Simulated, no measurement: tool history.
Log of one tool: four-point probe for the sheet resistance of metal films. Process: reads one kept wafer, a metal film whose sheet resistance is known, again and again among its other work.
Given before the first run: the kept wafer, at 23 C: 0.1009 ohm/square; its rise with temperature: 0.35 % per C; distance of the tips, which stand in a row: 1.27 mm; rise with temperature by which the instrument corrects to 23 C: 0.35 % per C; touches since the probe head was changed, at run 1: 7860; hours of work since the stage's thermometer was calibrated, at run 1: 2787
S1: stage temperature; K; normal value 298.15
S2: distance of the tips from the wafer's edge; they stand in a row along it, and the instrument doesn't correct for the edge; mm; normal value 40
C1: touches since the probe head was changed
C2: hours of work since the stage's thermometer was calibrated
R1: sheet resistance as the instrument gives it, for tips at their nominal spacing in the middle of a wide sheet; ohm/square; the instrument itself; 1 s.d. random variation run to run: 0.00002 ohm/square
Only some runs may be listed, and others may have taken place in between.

run 1 hour=0.0 | S1=298.15 S2=40 | C1=7860 C2=2787 | R1=0.100972
run 2 hour=9.3 | S1=295.15 S2=40 | C1=7999 C2=2792 | R1=0.101001
run 3 hour=21.2 | S1=295.15 S2=40 | C1=8178 C2=2799 | R1=0.100953
run 4 hour=33.0 | S1=295.15 S2=40 | C1=8354 C2=2806 | R1=0.100966
run 5 hour=48.7 | S1=298.15 S2=40 | C1=8589 C2=2815 | R1=0.100919
run 6 hour=67.0 | S1=298.15 S2=40 | C1=8863 C2=2825 | R1=0.100913
run 7 hour=78.5 | S1=298.15 S2=40 | C1=9036 C2=2832 | R1=0.100930
run 8 hour=93.7 | S1=298.15 S2=40 | C1=9264 C2=2841 | R1=0.100912
run 9 hour=104.8 | S1=298.15 S2=40 | C1=9429 C2=2847 | R1=0.100924
run 10 hour=117.6 | S1=298.15 S2=13 | C1=9621 C2=2855 | R1=0.101451
run 11 hour=127.3 | S1=298.15 S2=13 | C1=9765 C2=2860 | R1=0.101417
run 12 hour=143.5 | S1=298.15 S2=13 | C1=10008 C2=2869 | R1=0.101433
run 13 hour=152.8 | S1=298.15 S2=8 | C1=10148 C2=2875 | R1=0.102234
run 14 hour=173.6 | S1=298.15 S2=8 | C1=10459 C2=2887 | R1=0.102235
run 15 hour=191.7 | S1=298.15 S2=8 | C1=10730 C2=2897 | R1=0.102257
-- hour=197.5 stage's thermometer calibrated
run 16 hour=205.2 | S1=298.15 S2=8 | C1=10925 C2=4 | R1=0.102224
run 17 hour=214.2 | S1=302.15 S2=8 | C1=11059 C2=10 | R1=0.102205
run 18 hour=232.5 | S1=294.15 S2=15 | C1=11333 C2=20 | R1=0.101286
run 19 hour=249.8 | S1=294.15 S2=15 | C1=11592 C2=30 | R1=0.101298
run 20 hour=263.1 | S1=298.15 S2=20 | C1=11792 C2=38 | R1=0.101101
run 21 hour=273.3 | S1=292.15 S2=3 | C1=11944 C2=44 | R1=0.109750
run 22 hour=293.8 | S1=303.15 S2=8 | C1=12250 C2=55 | R1=0.102232
run 23 hour=310.3 | S1=292.15 S2=72 | C1=12498 C2=65 | R1=0.100971
run 24 hour=324.5 | S1=301.15 S2=67 | C1=12711 C2=73 | R1=0.100907
run 25 hour=344.8 | S1=307.15 S2=9 | C1=13014 C2=85 | R1=0.101913
run 26 hour=363.5 | S1=292.15 S2=69 | C1=13294 C2=95 | R1=0.100910
run 27 hour=376.7 | S1=295.15 S2=18 | C1=13492 C2=103 | R1=0.101168
run 28 hour=392.4 | S1=300.15 S2=57 | C1=13727 C2=112 | R1=0.100890
run 29 hour=401.4 | S1=294.15 S2=32 | C1=13861 C2=117 | R1=0.101000
run 30 hour=417.1 | S1=294.15 S2=32 | C1=14097 C2=126 | R1=0.100978
run 31 hour=432.4 | S1=307.15 S2=40 | C1=14326 C2=135 | R1=0.100899
run 32 hour=442.5 | S1=308.15 S2=20 | C1=14477 C2=141 | R1=0.101070
run 33 hour=461.0 | S1=308.15 S2=20 | C1=14754 C2=151 | R1=0.101071

For each entry between runs, how does the tool's hidden state at the last listed run before it compare with that at the first listed run after it?
After run 15, before run 16: stage's thermometer calibrated (hour 197.5)
  nothing in the hidden state changes from one run to the other
